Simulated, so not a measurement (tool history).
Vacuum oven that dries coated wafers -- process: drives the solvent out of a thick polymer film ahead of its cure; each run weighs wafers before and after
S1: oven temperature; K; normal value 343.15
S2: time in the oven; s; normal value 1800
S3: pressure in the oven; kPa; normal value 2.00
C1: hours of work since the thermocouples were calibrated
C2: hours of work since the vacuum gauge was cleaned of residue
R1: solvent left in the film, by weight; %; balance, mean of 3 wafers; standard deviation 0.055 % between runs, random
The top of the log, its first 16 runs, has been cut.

run 17 day=12.267 | S1=343.15 S2=2640 S3=2.41 | C1=436 C2=464 | R1=2.13
run 18 day=13.150 | S1=350.15 S2=2640 S3=6.97 | C1=449 C2=477 | R1=4.28
run 19 day=14.067 | S1=335.15 S2=2280 S3=6.97 | C1=462 C2=490 | R1=8.47
run 20 day=15.083 | S1=335.15 S2=2280 S3=6.97 | C1=477 C2=505 | R1=8.55
run 21 day=15.675 | S1=335.15 S2=2280 S3=6.97 | C1=486 C2=514 | R1=8.52
-- day=15.804 oven's thermocouples calibrated
run 22 day=16.762 | S1=356.15 S2=1680 S3=1.38 | C1=14 C2=528 | R1=0.80
run 23 day=17.854 | S1=356.15 S2=2400 S3=1.38 | C1=30 C2=544 | R1=0.66
-- day=18.625 oven's thermocouples calibrated, once more
run 24 day=18.796 | S1=344.15 S2=2100 S3=1.27 | C1=3 C2=557 | R1=1.45
run 25 day=19.554 | S1=337.15 S2=2100 S3=1.27 | C1=14 C2=568 | R1=2.35
run 26 day=20.262 | S1=344.15 S2=1080 S3=3.55 | C1=24 C2=578 | R1=4.94

What will run 27 give?
run 27 day=20.962 | S1=345.15 S2=1200 S3=7.98 | C1=34 C2=588 | R1=?

R1: 7.15 %
Without the tool's hidden state the same run would have given R1 6.99 %.

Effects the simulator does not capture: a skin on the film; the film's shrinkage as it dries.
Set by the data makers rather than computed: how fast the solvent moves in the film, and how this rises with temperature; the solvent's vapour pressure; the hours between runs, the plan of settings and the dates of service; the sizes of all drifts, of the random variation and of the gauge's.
